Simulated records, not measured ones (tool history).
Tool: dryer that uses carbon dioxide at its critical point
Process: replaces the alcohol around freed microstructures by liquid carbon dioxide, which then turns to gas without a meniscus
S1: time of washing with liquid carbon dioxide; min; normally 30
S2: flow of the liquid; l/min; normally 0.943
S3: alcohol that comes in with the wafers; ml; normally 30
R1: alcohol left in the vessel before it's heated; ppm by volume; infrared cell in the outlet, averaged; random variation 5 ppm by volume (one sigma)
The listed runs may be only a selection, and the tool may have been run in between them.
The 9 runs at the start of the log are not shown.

run	hour	S1	S2	S3	R1
10	63.4	21	0.943	44	187
11	69.2	21	0.943	46	201
12	73.7	21	0.943	46	194
13	79.6	21	0.943	46	191
14	86.5	21	0.943	46	192
15	91.3	21	0.943	46	191
16	99.7	20	0.943	30	154
17	107.7	29	0.943	30	36
18	116.1	29	0.943	30	44
19	123.6	30	0.943	30	30
20	130.1	30	0.943	30	29
21	135.7	30	0.943	30	28

Run 22 is up next; what results do you expect?
22	139.7	30	0.943	30	?

R1: 21 ppm by volume
Without the tool's hidden state the same run would have given R1 12 ppm by volume.
